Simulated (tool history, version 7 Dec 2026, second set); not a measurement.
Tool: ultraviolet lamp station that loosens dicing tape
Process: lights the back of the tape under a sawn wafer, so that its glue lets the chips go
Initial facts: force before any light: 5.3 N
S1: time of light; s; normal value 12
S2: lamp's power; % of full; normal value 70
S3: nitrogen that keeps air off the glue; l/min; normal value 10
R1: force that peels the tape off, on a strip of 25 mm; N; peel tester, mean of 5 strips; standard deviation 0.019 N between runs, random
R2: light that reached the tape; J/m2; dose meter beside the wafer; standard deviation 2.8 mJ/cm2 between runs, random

run   hour  S1  S2  S3     R1    R2
  1      0  12  70  10  1.307  3010
  2   13.7  12  70  10  1.379  2930
  3     33  12  70  10  1.427  2970
  4   54.9  12  84  10  1.055  3510
  5   85.8  12  84  10  1.097  3460
  6  100.9  12  84  10  1.124  3460
  7  116.5  14  84  10  0.871  3990
  8  139.9  14  84  10  0.875  3970

Run 9 is up next; what results do you expect?
  9  168.8   7  74  11   ?   ?

R1: 2.301 N
R2: 1730 J/m2
On a tool with no hidden condition, and with the same random variation, this run would have come out at R1 1.709 N, R2 2370 J/m2.
